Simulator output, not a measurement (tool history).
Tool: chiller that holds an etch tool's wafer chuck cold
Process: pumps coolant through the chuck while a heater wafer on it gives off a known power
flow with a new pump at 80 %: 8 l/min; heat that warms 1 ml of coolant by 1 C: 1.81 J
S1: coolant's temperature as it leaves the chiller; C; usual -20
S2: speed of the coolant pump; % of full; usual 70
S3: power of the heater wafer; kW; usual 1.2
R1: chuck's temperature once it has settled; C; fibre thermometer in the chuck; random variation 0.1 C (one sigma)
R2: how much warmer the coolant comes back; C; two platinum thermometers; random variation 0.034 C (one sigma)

Run 1, day 0: usual settings. Result: R1 -9.3 C, R2 5.88 C.
Run 2, day 4.446: usual settings. Result: R1 -9.2 C, R2 6.06 C.
Run 3, day 8.838: usual settings but S1 -24 C. Result: R1 -13.3 C, R2 6.02 C.
Run 4, day 13.654: usual settings but S3 1.344 kW. Result: R1 -7.7 C, R2 6.72 C.
Run 5, day 20.696: usual settings but S3 1.344 kW. Result: R1 -7.8 C, R2 6.7 C.
Run 6, day 24.65: usual settings but S3 1.344 kW. Result: R1 -7.8 C, R2 6.75 C.
Run 7, day 31.183: usual settings but S3 1.344 kW. Result: R1 -7.5 C, R2 6.78 C.
Run 8, day 35.862: usual settings but S3 1.344 kW. Result: R1 -7.7 C, R2 6.79 C.
Run 9, day 40.754: usual settings but S3 1.073 kW. Result: R1 -10.2 C, R2 5.5 C.
Run 10, day 45.025: usual settings. Result: R1 -8.9 C, R2 6.11 C.
Run 11, day 51.508: usual settings. Result: R1 -9 C, R2 6.18 C.
Run 12, day 58.458: usual settings. Result: R1 -8.7 C, R2 6.17 C.
Run 13, day 63.154: usual settings. Result: R1 -8.9 C, R2 6.15 C.
Run 14, day 66.667: usual settings. Result: R1 -9 C, R2 6.14 C.
Run 15, day 69.838: usual settings but S3 0.67 kW. Result: R1 -13.9 C, R2 3.52 C.
Run 16, day 76.346: usual settings but S3 0.67 kW. Result: R1 -13.7 C, R2 3.5 C.
Run 17, day 80.096: usual settings but S3 0.67 kW. Result: R1 -13.9 C, R2 3.5 C.
Run 18, day 84.725: usual settings but S3 0.67 kW. Result: R1 -14 C, R2 3.47 C.
Run 19, day 91.271: usual settings but S1 -18 C, S2 69 % of full, S3 0.798 kW. Result: R1 -10.5 C, R2 4.25 C.
Run 20, day 97.258: usual settings but S3 1.661 kW. Result: R1 -3.9 C, R2 8.67 C.
Run 21, day 103.538: usual settings but S3 1.661 kW. Result: R1 -4 C, R2 8.73 C.
At day 104.096: chiller's thermometer calibrated.
Run 22, day 106.583: usual settings but S3 0.709 kW. Result: R1 -13.4 C, R2 3.69 C.
Run 23, day 110.946: usual settings but S1 -22 C. Result: R1 -10.5 C, R2 6.33 C.
Run 24, day 114.567: usual settings but S1 -22 C. Result: R1 -10.5 C, R2 6.36 C.
At day 116.25: chiller's thermometer calibrated, once more.
Run 25, day 119.362: usual settings but S1 -16 C, S3 0.737 kW. Result: R1 -8.8 C, R2 3.86 C.
Run 26, day 123.392: usual settings but S1 -27 C, S3 1.081 kW. Result: R1 -16.3 C, R2 5.81 C.
Run 27, day 126.262: usual settings but S1 -22 C, S3 0.809 kW. Result: R1 -13.9 C, R2 4.25 C.
Run 28, day 130.967: usual settings but S1 -27 C. Result: R1 -14.9 C, R2 6.42 C.
At day 133.596: coolant changed, channels flushed.
Run 29, day 134.896: usual settings but S1 -17 C, S2 80 % of full. Result: R1 -7.3 C, R2 5.61 C.
Run 30, day 141.325: usual settings but S1 -25 C, S2 85 % of full, S3 0.653 kW. Result: R1 -20.2 C, R2 2.89 C.
Run 31, day 147.254: usual settings but S1 -13 C, S2 85 % of full, S3 0.653 kW. Result: R1 -8.1 C, R2 2.85 C.
Run 32, day 152.788: usual settings but S2 69 % of full, S3 1.314 kW. Result: R1 -7.8 C, R2 7.2 C.

Forecast each of these 4 alternatives for the next run:
Run A, day 156.758: usual settings but S1 -12 C, S2 65 % of full, S3 0.743 kW. Result: R1 ?, R2 ?.
Run B, day 156.758: usual settings but S1 -12 C, S2 99 % of full, S3 1.619 kW. Result: R1 ?, R2 ?.
Run C, day 156.758: usual settings but S3 1.524 kW. Result: R1 ?, R2 ?.
Run D, day 156.758: usual settings but S1 -11 C, S2 64 % of full, S3 1.619 kW. Result: R1 ?, R2 ?.

run    R1    R2
  A  -4.8  4.31
  B  -0.7  6.23
  C    -6  8.23
  D     5  9.54
Without the tool's hidden state the same runs would have given:
run    R1    R2
  A  -5.4  3.77
  B  -1.7  5.46
  C  -7.4  7.21
  D   3.4  8.35
